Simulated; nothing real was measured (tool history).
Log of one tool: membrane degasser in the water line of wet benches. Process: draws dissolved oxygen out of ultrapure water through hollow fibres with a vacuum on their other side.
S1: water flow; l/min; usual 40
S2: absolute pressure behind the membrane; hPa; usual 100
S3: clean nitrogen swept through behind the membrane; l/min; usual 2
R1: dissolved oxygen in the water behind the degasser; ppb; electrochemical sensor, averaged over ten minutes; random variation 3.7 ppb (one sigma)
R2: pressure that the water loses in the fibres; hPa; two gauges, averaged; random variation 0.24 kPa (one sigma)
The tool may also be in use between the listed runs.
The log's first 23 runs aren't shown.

run    hour  S1   S2    S3      R1      R2
 24  1061.4  40  100     2   371.1   621.9
 25  1099.3  43   62     2   232.7   675.3
 26    1124  40  101     2     374   627.1
 27  1151.4  64  161  0.87  1540.2  1002.7
 28    1194  64  161  0.87  1554.6  1006.1
 29  1253.8  40  182  4.79     366   626.6
 30    1284  40  100   2.7   304.1   623.5
 31  1341.7  40  100   2.7   305.2   628.8

Forecast each of these 5 alternatives for the next run:
  A  1374.7  40  228  2.48   ?   ?
  B  1374.7  46  103   2.7   ?   ?
  C  1374.7  40  130   2.7   ?   ?
  D  1374.7  28  112  0.97   ?   ?
  E  1374.7  26  100  2.08   ?   ?

run     R1     R2
  A  742.7  625.8
  B  367.1  720.1
  C    402    626
  D  504.4  439.2
  E  229.9  409.1
Without the tool's hidden state the same runs would have given:
run     R1     R2
  A  742.3  625.6
  B  366.8  719.9
  C  401.7  625.8
  D    504  439.1
  E  229.6    409
